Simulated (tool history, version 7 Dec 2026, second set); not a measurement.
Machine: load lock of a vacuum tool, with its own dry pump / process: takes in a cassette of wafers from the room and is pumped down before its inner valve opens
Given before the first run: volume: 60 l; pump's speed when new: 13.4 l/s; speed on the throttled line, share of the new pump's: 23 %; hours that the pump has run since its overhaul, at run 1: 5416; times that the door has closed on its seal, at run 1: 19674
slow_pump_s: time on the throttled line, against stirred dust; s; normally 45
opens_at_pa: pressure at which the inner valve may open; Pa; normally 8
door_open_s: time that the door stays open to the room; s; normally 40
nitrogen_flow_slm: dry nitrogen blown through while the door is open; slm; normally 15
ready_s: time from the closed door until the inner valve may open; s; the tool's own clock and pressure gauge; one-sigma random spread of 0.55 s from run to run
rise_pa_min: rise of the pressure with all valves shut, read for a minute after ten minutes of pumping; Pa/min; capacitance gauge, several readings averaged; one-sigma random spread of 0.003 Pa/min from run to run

| run | hour | slow_pump_s | opens_at_pa | door_open_s | nitrogen_flow_slm | hours that the pump has run since its overhaul | times that the door has closed on its seal | incoming humidity of the room's air, % | ready_s | rise_pa_min |
|---|---|---|---|---|---|---|---|---|---|---|
| 1 | 0.0 | 45 | 8 | 40 | 15 | 5416 | 19674 | 44.6 | 76.9 | 0.014 |
| 2 | 525.6 | 45 | 8 | 40 | 15 | 5941 | 22148 | 45.8 | 77.0 | 0.018 |
| 3 | 832.7 | 45 | 8 | 40 | 15 | 6248 | 23594 | 43.0 | 78.3 | 0.008 |
| 4 | 1346.1 | 45 | 8 | 40 | 15 | 6762 | 26011 | 45.0 | 77.6 | 0.017 |
| 5 | 1649.9 | 45 | 8 | 40 | 15 | 7065 | 27441 | 44.7 | 77.5 | 0.016 |
| 6 | 1946.0 | 45 | 8 | 40 | 5 | 7362 | 28835 | 45.1 | 77.9 | 0.028 |
| 7 | 2401.0 | 45 | 8 | 40 | 5 | 7817 | 30977 | 45.3 | 76.7 | 0.027 |
| 8 | 2715.4 | 45 | 8 | 40 | 5 | 8131 | 32457 | 47.0 | 77.5 | 0.027 |
| 9 | 3136.6 | 55 | 8 | 40 | 15 | 8552 | 34440 | 42.4 | 85.0 | 0.008 |
| 10 | 3557.3 | 55 | 8 | 40 | 15 | 8973 | 36421 | 45.2 | 84.7 | 0.018 |
|  | 3976.6 | door's seal changed, seat wiped |
| 11 | 3976.6 | 55 | 8 | 40 | 15 | 9391 | 0 | 45.7 | 85.3 | 0.015 |
| 12 | 4507.4 | 45 | 13 | 40 | 15 | 9921 | 2498 | 44.5 | 75.3 | 0.008 |
| 13 | 4861.1 | 45 | 13 | 40 | 15 | 10275 | 4163 | 44.3 | 75.5 | 0.011 |
| 14 | 5344.7 | 81 | 8 | 40 | 15 | 10759 | 6440 | 44.7 | 105.2 | 0.008 |
| 15 | 5960.3 | 30 | 8 | 40 | 17 | 11374 | 9338 | 43.4 | 66.0 | 0.012 |
| 16 | 6268.8 | 27 | 11 | 198 | 7 | 11683 | 10791 | 43.0 | 62.3 | 0.055 |
| 17 | 6647.2 | 27 | 11 | 198 | 7 | 12061 | 12572 | 46.1 | 61.3 | 0.062 |
| 18 | 6930.2 | 24 | 6 | 114 | 7 | 12344 | 13904 | 43.7 | 62.2 | 0.046 |
| 19 | 7619.9 | 23 | 10 | 33 | 24 | 13034 | 17151 | 43.0 | 59.5 | 0.013 |
| 20 | 8199.7 | 69 | 10 | 26 | 18 | 13614 | 19881 | 48.2 | 95.4 | 0.016 |
| 21 | 8669.2 | 85 | 12 | 102 | 7 | 14083 | 22091 | 42.4 | 106.3 | 0.041 |

Forecast run 22:
| 22 | 9224.4 | 85 | 12 | 102 | 7 | 14638 | 24705 | 46.6 | ? | ? |

ready_s: 106.8 s
rise_pa_min: 0.045 Pa/min
With the hidden condition absent and the run-to-run variation left alone, this run would have shown ready_s 106.8 s, rise_pa_min 0.043 Pa/min.
